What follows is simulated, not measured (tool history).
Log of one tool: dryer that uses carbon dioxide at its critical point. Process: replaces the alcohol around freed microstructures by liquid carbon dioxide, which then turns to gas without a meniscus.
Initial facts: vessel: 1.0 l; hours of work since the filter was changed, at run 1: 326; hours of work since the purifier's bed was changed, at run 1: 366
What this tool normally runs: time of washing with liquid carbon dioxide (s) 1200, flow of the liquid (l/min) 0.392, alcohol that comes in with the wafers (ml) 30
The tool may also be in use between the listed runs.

| run | hour | time of washing with liquid carbon dioxide (s) | flow of the liquid (l/min) | alcohol that comes in with the wafers (ml) | hours of work since the filter was changed | hours of work since the purifier's bed was changed | alcohol left in the vessel before it's heated (ppm by volume) |
|---|---|---|---|---|---|---|---|
| 1 | 0.0 | 1200 | 0.392 | 30 | 326 | 366 | 151 |
| 2 | 40.2 | 1200 | 0.392 | 74 | 347 | 387 | 244 |
| 3 | 85.6 | 1200 | 0.392 | 74 | 370 | 411 | 260 |
| 4 | 131.1 | 1200 | 0.392 | 74 | 394 | 434 | 279 |
| 5 | 168.3 | 1200 | 0.392 | 21 | 413 | 454 | 158 |
| 6 | 191.6 | 1200 | 0.268 | 30 | 425 | 466 | 610 |
| 7 | 213.9 | 1200 | 0.392 | 30 | 437 | 477 | 187 |
| 8 | 239.1 | 1200 | 0.392 | 30 | 450 | 491 | 195 |
| 9 | 262.3 | 1200 | 0.392 | 30 | 462 | 503 | 209 |
| 10 | 312.3 | 1200 | 0.392 | 55 | 488 | 528 | 278 |
|  | 321.9 | inlet filter changed |
| 11 | 360.8 | 840 | 0.392 | 30 | 20 | 553 | 398 |
| 12 | 392.5 | 840 | 0.392 | 30 | 37 | 570 | 396 |
| 13 | 441.7 | 840 | 0.392 | 30 | 62 | 595 | 409 |
| 14 | 490.7 | 1200 | 0.392 | 30 | 88 | 621 | 176 |
| 15 | 516.3 | 1200 | 0.310 | 67 | 101 | 634 | 497 |
| 16 | 537.7 | 1200 | 0.514 | 60 | 112 | 645 | 168 |
| 17 | 576.8 | 1500 | 0.538 | 51 | 132 | 665 | 160 |
| 18 | 615.0 | 1200 | 0.605 | 20 | 152 | 685 | 169 |
| 19 | 662.8 | 1380 | 0.334 | 58 | 177 | 710 | 268 |

Run 20 is up next; what results do you expect?
| 20 | 694.2 | 1440 | 0.517 | 42 | 193 | 726 | ? |

alcohol left in the vessel before it's heated (ppm by volume): 179
Without the tool's hidden state the same run would have given alcohol left in the vessel before it's heated (ppm by volume) 11.
